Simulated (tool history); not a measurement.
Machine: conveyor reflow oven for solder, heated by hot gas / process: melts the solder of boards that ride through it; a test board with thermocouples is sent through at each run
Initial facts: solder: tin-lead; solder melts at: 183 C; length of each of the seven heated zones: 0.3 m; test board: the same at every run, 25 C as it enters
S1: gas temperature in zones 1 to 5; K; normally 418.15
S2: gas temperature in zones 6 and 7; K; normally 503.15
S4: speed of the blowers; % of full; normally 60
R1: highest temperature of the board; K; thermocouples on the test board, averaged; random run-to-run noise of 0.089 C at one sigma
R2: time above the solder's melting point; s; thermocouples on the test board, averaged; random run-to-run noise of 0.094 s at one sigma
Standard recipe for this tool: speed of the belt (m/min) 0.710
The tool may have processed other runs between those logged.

Run 1, day 0.000: usual settings. Result: R1 484.10 K, R2 35.62 s.
Run 2, day 3.812: usual settings but S1 414.15 K. Result: R1 483.06 K, R2 33.78 s.
Run 3, day 7.592: usual settings but S1 430.15 K. Result: R1 486.92 K, R2 40.91 s.
Run 4, day 9.412: usual settings but S1 430.15 K. Result: R1 486.65 K, R2 40.77 s.
Run 5, day 11.583: usual settings but S1 415.15 K. Result: R1 483.58 K, R2 34.27 s.
Run 6, day 13.450: usual settings but speed of the belt (m/min) 0.819. Result: R1 478.88 K, R2 26.70 s.
Run 7, day 17.429: usual settings but S2 502.15 K. Result: R1 483.12 K, R2 34.98 s.
Run 8, day 19.808: usual settings. Result: R1 483.88 K, R2 35.48 s.
Run 9, day 22.467: usual settings. Result: R1 484.06 K, R2 35.56 s.
Run 10, day 24.933: usual settings. Result: R1 484.04 K, R2 35.35 s.
Run 11, day 27.696: usual settings. Result: R1 484.10 K, R2 35.70 s.
Run 12, day 30.675: usual settings. Result: R1 484.18 K, R2 35.56 s.
Run 13, day 34.375: usual settings. Result: R1 484.04 K, R2 35.35 s.
Run 14, day 36.258: usual settings but S4 70 % of full. Result: R1 486.91 K, R2 37.49 s.
Run 15, day 38.050: usual settings but S4 70 % of full. Result: R1 486.86 K, R2 37.60 s.
Run 16, day 40.508: usual settings but S4 70 % of full. Result: R1 486.65 K, R2 37.75 s.
Run 17, day 42.508: usual settings but S1 409.15 K, speed of the belt (m/min) 0.722. Result: R1 481.43 K, R2 30.67 s.
Run 18, day 44.933: usual settings but S1 409.15 K, speed of the belt (m/min) 0.722. Result: R1 481.40 K, R2 30.74 s.
Run 19, day 48.571: usual settings but S1 411.15 K, S2 502.15 K. Result: R1 481.50 K, R2 32.04 s.
Run 20, day 51.646: usual settings but S1 411.15 K, S2 502.15 K. Result: R1 481.65 K, R2 31.88 s.
Run 21, day 54.629: usual settings but S1 412.15 K, S2 501.15 K, S4 76 % of full. Result: R1 485.33 K, R2 35.52 s.
Run 22, day 57.879: usual settings but S1 412.15 K, S2 501.15 K, S4 76 % of full. Result: R1 485.33 K, R2 35.57 s.
Run 23, day 60.596: usual settings but S1 425.15 K, speed of the belt (m/min) 0.690. Result: R1 486.48 K, R2 40.47 s.
Run 24, day 63.738: usual settings but speed of the belt (m/min) 0.827, S4 80 % of full. Result: R1 484.36 K, R2 30.75 s.
Run 25, day 66.054: usual settings but speed of the belt (m/min) 0.827, S4 51 % of full. Result: R1 474.85 K, R2 22.82 s.
Run 26, day 68.238: usual settings but S1 408.15 K, S2 494.15 K, speed of the belt (m/min) 0.603, S4 73 % of full. Result: R1 482.42 K, R2 39.84 s.
Run 27, day 70.154: usual settings but S1 408.15 K, S2 510.15 K, speed of the belt (m/min) 0.768, S4 69 % of full. Result: R1 487.73 K, R2 32.49 s.
Run 28, day 73.912: usual settings but S1 425.15 K, S2 495.15 K, S4 55 % of full. Result: R1 477.69 K, R2 32.67 s.
Run 29, day 77.108: usual settings but S1 405.15 K, S2 506.15 K, speed of the belt (m/min) 0.835, S4 86 % of full. Result: R1 485.19 K, R2 28.10 s.
Run 30, day 79.946: usual settings but S1 405.15 K, S2 506.15 K, speed of the belt (m/min) 0.835, S4 86 % of full. Result: R1 485.27 K, R2 28.28 s.
Run 31, day 82.325: usual settings but S2 517.15 K, speed of the belt (m/min) 0.692. Result: R1 496.62 K, R2 43.50 s.

Missing from the log above: 7 entries noted between runs. For each, name the pair of listed runs it sits between and say how the tool's hidden condition differs from the listed run just before to the listed run just after:
Logged between run 4 and run 5: thermocouples of zones 6 and 7 changed (day 11.242)
  heat that the gas passes to the board, % of a clean oven's: 100 -> 99.9; true gas temperature in zones 6 and 7 over the reading, C: 0.02 -> 0
Logged between run 6 and run 7: flux residue cleaned out of gas plates and filters (day 14.838)
  heat that the gas passes to the board, % of a clean oven's: 99.9 -> 100
Logged between run 12 and run 13: flux residue cleaned out of gas plates and filters (day 32.579)
  heat that the gas passes to the board, % of a clean oven's: 99.9 -> 100; belt's true speed, % of the reading: 99.98 -> 99.97; true gas temperature in zones 6 and 7 over the reading, C: 0 -> 0.01
Logged between run 15 and run 16: belt drive overhauled, speed set with a stopwatch (day 39.996)
  belt's true speed, % of the reading: 99.97 -> 100
Logged between run 19 and run 20: flux residue cleaned out of gas plates and filters (day 50.358)
  heat that the gas passes to the board, % of a clean oven's: 99.9 -> 100
Logged between run 25 and run 26: thermocouples of zones 6 and 7 changed (day 66.879); flux residue cleaned out of gas plates and filters (day 68.017)
  heat that the gas passes to the board, % of a clean oven's: 99.9 -> 100; true gas temperature in zones 6 and 7 over the reading, C: 0.02 -> 0
